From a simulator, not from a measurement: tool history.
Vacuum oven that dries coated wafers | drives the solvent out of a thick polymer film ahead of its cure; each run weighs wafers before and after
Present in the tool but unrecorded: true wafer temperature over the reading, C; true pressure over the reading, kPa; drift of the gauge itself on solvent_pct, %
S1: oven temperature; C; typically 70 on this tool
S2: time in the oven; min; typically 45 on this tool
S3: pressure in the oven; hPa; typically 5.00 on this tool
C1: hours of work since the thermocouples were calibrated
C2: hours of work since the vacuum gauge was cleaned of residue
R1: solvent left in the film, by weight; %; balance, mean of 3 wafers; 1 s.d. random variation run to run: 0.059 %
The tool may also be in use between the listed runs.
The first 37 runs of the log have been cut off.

Run 38, hour 431.9: usual settings but S1 58 C; C1 725; C2 9. Result: R1 9.62 %.
Run 39, hour 441.0: usual settings but S3 5.52 hPa; C1 730; C2 14. Result: R1 3.87 %.
Run 40, hour 454.7: usual settings but S1 58 C, S2 24 min, S3 4.86 hPa; C1 737; C2 22. Result: R1 12.40 %.
Run 41, hour 465.9: usual settings but S1 58 C, S2 33 min, S3 2.82 hPa; C1 743; C2 27. Result: R1 10.61 %.
Run 42, hour 473.1: usual settings but S1 58 C, S2 22 min, S3 6.67 hPa; C1 747; C2 31. Result: R1 12.45 %.
Run 43, hour 485.5: usual settings but S1 58 C, S2 22 min, S3 6.67 hPa; C1 754; C2 38. Result: R1 13.00 %.
Run 44, hour 499.2: usual settings but S1 77 C, S3 9.90 hPa; C1 761; C2 45. Result: R1 2.13 %.
Run 45, hour 516.8: usual settings but S1 57 C, S2 31 min, S3 3.02 hPa; C1 770; C2 54. Result: R1 11.23 %.
Run 46, hour 526.9: usual settings but S1 75 C; C1 775; C2 60. Result: R1 2.11 %.
Run 47, hour 540.0: usual settings but S2 50 min, S3 19.86 hPa; C1 782; C2 67. Result: R1 5.55 %.

Forecast each of these 4 alternatives for the next run:
Run A, hour 556.6: usual settings but S2 51 min, S3 19.86 hPa; C1 791; C2 75. Result: R1 ?.
Run B, hour 556.6: usual settings but S1 58 C, S2 56 min, S3 15.61 hPa; C1 791; C2 75. Result: R1 ?.
Run C, hour 556.6: usual settings but S2 50 min, S3 3.86 hPa; C1 791; C2 75. Result: R1 ?.
Run D, hour 556.6: usual settings but S2 50 min, S3 5.32 hPa; C1 791; C2 75. Result: R1 ?.

run     R1
  A   5.51
  B  10.46
  C   3.28
  D   3.48
The same runs, with their run-to-run variation unchanged, on a tool lacking any hidden condition would have given:
run    R1
  A  4.84
  B  9.61
  C  2.69
  D  2.88
